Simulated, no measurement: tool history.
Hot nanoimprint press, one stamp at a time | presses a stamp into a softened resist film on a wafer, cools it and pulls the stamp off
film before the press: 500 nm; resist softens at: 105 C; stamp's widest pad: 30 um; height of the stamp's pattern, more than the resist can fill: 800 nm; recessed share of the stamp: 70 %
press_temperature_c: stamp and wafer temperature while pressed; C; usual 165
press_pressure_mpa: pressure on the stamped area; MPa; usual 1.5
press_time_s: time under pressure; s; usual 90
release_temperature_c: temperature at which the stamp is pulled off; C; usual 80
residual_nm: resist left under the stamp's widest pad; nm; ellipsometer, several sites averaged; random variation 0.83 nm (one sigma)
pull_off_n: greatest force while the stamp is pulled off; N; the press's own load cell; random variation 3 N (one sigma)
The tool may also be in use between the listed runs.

Run 1, hour 0: usual settings. Result: residual_nm 251.3 nm, pull_off_n 253 N.
Run 2, hour 52.6: usual settings but press_pressure_mpa 1.72 MPa. Result: residual_nm 236.2 nm, pull_off_n 276 N.
Run 3, hour 133.7: usual settings but press_pressure_mpa 1.72 MPa, press_time_s 131 s. Result: residual_nm 204.8 nm, pull_off_n 284 N.
Run 4, hour 207.4: usual settings but press_pressure_mpa 1.72 MPa, press_time_s 131 s. Result: residual_nm 205 nm, pull_off_n 310 N.
At hour 239.7: stamp cleaned and given a new release coat.
Run 5, hour 295.9: usual settings but press_pressure_mpa 1.72 MPa, press_time_s 131 s. Result: residual_nm 202.9 nm, pull_off_n 147 N.
At hour 306.5: plate thermocouple calibrated.
Run 6, hour 380.2: usual settings but press_pressure_mpa 1.72 MPa, press_time_s 131 s. Result: residual_nm 216.6 nm, pull_off_n 165 N.
Run 7, hour 449.3: usual settings but press_pressure_mpa 1.72 MPa, press_time_s 131 s. Result: residual_nm 215.7 nm, pull_off_n 173 N.
Run 8, hour 492.9: usual settings but press_temperature_c 158 C. Result: residual_nm 368.2 nm, pull_off_n 191 N.
At hour 509: press's hydraulic seals changed and the load cell set to zero.
Run 9, hour 559: usual settings but press_temperature_c 158 C. Result: residual_nm 365 nm, pull_off_n 193 N.
Run 10, hour 597: usual settings but press_temperature_c 158 C. Result: residual_nm 363.5 nm, pull_off_n 207 N.
Run 11, hour 665.8: usual settings but press_temperature_c 158 C. Result: residual_nm 361.4 nm, pull_off_n 217 N.
Run 12, hour 742: usual settings but press_time_s 51 s. Result: residual_nm 306.7 nm, pull_off_n 227 N.
Run 13, hour 807.4: usual settings but press_temperature_c 159 C. Result: residual_nm 343.6 nm, pull_off_n 241 N.
At hour 869.8: plate thermocouple calibrated.
Run 14, hour 876.6: usual settings but press_temperature_c 159 C. Result: residual_nm 349.3 nm, pull_off_n 269 N.
Run 15, hour 928.7: usual settings but press_temperature_c 159 C. Result: residual_nm 349.7 nm, pull_off_n 268 N.
Run 16, hour 997: usual settings but press_temperature_c 159 C, press_pressure_mpa 1.56 MPa, press_time_s 117 s. Result: residual_nm 322.8 nm, pull_off_n 283 N.
Run 17, hour 1077.6: usual settings but press_pressure_mpa 1.86 MPa, press_time_s 58 s, release_temperature_c 85 C. Result: residual_nm 270.2 nm, pull_off_n 283 N.
At hour 1117.8: stamp cleaned and given a new release coat.
Run 18, hour 1152.7: usual settings but press_pressure_mpa 1.86 MPa, press_time_s 58 s, release_temperature_c 85 C. Result: residual_nm 268.8 nm, pull_off_n 143 N.
Run 19, hour 1199.6: usual settings but press_pressure_mpa 2.03 MPa, release_temperature_c 81 C. Result: residual_nm 222.2 nm, pull_off_n 155 N.
At hour 1268.9: press's hydraulic seals changed and the load cell set to zero.
Run 20, hour 1275.3: usual settings but press_temperature_c 162 C, press_pressure_mpa 2.03 MPa, release_temperature_c 73 C. Result: residual_nm 258.3 nm, pull_off_n 170 N.
Run 21, hour 1328.8: usual settings but press_temperature_c 157 C, press_pressure_mpa 2.23 MPa, press_time_s 155 s, release_temperature_c 76 C. Result: residual_nm 276.6 nm, pull_off_n 179 N.
Run 22, hour 1389.2: usual settings but press_temperature_c 157 C, press_pressure_mpa 2.23 MPa, press_time_s 155 s, release_temperature_c 76 C. Result: residual_nm 276.3 nm, pull_off_n 187 N.
At hour 1438.1: plate thermocouple calibrated.
Run 23, hour 1473.5: usual settings but press_temperature_c 155 C, press_pressure_mpa 1.18 MPa, press_time_s 92 s, release_temperature_c 70 C. Result: residual_nm 427.8 nm, pull_off_n 214 N.
Run 24, hour 1536: usual settings but press_temperature_c 167 C, press_pressure_mpa 1.18 MPa, press_time_s 82 s, release_temperature_c 70 C. Result: residual_nm 271.7 nm, pull_off_n 233 N.
Run 25, hour 1573: usual settings but press_temperature_c 167 C, press_pressure_mpa 1.18 MPa, press_time_s 82 s, release_temperature_c 70 C. Result: residual_nm 270.6 nm, pull_off_n 232 N.
Run 26, hour 1640.8: usual settings but release_temperature_c 87 C. Result: residual_nm 259.4 nm, pull_off_n 234 N.
Run 27, hour 1720.9: usual settings but press_temperature_c 169 C, release_temperature_c 77 C. Result: residual_nm 207.3 nm, pull_off_n 251 N.
Run 28, hour 1781.7: usual settings but press_temperature_c 174 C, press_pressure_mpa 0.96 MPa, press_time_s 61 s, release_temperature_c 78 C. Result: residual_nm 228.7 nm, pull_off_n 278 N.
Run 29, hour 1836.6: usual settings but press_pressure_mpa 1.31 MPa. Result: residual_nm 274.3 nm, pull_off_n 272 N.

Some steps in residual_nm between neighbouring runs. How much of each would the tool show without its hidden state too (settings, what came in, random variation), and how much is left for the hidden state, with any gauge scatter that isn't in both results?
The hidden state here: true temperature over the reading, C; pressure that arrives at the usual setting, %; grip of the stamp's worn release coat, % over a new coat's; drift of the gauge itself on residual_nm, %; drift of the gauge itself on pull_off_n, %.
Run 5 -> 6: plate thermocouple calibrated. residual_nm +13.7 nm: hidden state +13, all else +0.7.
Run 7 -> 8: press_temperature_c 165 -> 158, press_pressure_mpa 1.72 -> 1.5, press_time_s 131 -> 90. residual_nm +152.5 nm: hidden state -0.6, all else +153.1.
Run 22 -> 23: press_temperature_c 157 -> 155, press_pressure_mpa 2.23 -> 1.18, press_time_s 155 -> 92, release_temperature_c 76 -> 70, plate thermocouple calibrated. residual_nm +151.5 nm: hidden state +10, all else +141.5.
Run 23 -> 24: press_temperature_c 155 -> 167, press_time_s 92 -> 82. residual_nm -156.1 nm: hidden state -0.2, all else -155.9.

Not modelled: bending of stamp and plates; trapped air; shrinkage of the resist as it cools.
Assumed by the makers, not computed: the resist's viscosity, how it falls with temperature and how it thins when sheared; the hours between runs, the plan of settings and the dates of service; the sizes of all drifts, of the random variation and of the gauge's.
